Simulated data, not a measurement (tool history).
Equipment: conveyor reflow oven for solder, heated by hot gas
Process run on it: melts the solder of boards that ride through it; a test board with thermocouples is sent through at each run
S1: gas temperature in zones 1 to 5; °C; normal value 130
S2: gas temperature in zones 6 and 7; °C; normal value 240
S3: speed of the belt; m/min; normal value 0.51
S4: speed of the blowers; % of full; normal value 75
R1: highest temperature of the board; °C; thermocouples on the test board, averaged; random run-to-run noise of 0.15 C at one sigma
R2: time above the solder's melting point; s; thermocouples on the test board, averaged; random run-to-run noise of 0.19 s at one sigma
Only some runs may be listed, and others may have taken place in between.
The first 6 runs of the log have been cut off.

run	day	S1	S2	S3	S4	R1	R2
7	4.588	130	240	0.51	75	222.3	63.7
8	5.367	130	240	0.51	75	222.5	63.6
9	6.475	130	240	0.453	75	226.4	75.8
10	7.367	130	240	0.51	75	222.1	63.6
11	8.312	130	240	0.434	75	227.5	80.4
12	9.138	130	240	0.434	75	227.5	80.4
13	10.288	130	240	0.51	75	222	63.1
14	11.212	130	240	0.51	75	221.9	63.2
15	12.317	130	240	0.51	53	217.6	59.3
16	12.912	130	240	0.51	53	217.6	59.4
17	14.104	140	234	0.562	62	212.8	52.5
18	15.217	119	249	0.443	56	229.9	76
# day 16.154: flux residue cleaned out of gas plates and filters
19	16.154	132	249	0.443	68	235.8	85.5
20	16.946	132	249	0.443	68	236.1	85
21	17.521	145	238	0.443	68	227.6	84.8
22	18.042	124	247	0.434	52	230.8	80.5
23	19.146	136	243	0.604	52	215.6	49.5
24	20.058	136	245	0.411	87	236.9	94.2
25	20.642	136	245	0.411	87	236.9	94.4
26	21.504	136	245	0.411	87	236.8	94.1
27	22.267	136	245	0.411	87	237	94.2
28	23.4	130	240	0.473	71	225.1	71.8
# day 23.771: belt drive overhauled, speed set with a stopwatch
29	24.175	130	240	0.473	71	224.3	69.5
30	25.217	130	240	0.473	71	224.3	69.6

Alternative continuations, all from the tool just after run 30; predict every row:
A	25.9	127	240	0.473	70	?	?
B	25.9	130	236	0.51	77	?	?
C	25.9	130	232	0.51	75	?	?

run	R1	R2
A	223.6	67.8
B	219	60
C	215.3	57.2
Had the tool no hidden state, the same runs would have come out as:
run	R1	R2
A	223.1	67.4
B	218.6	59.7
C	214.8	56.9
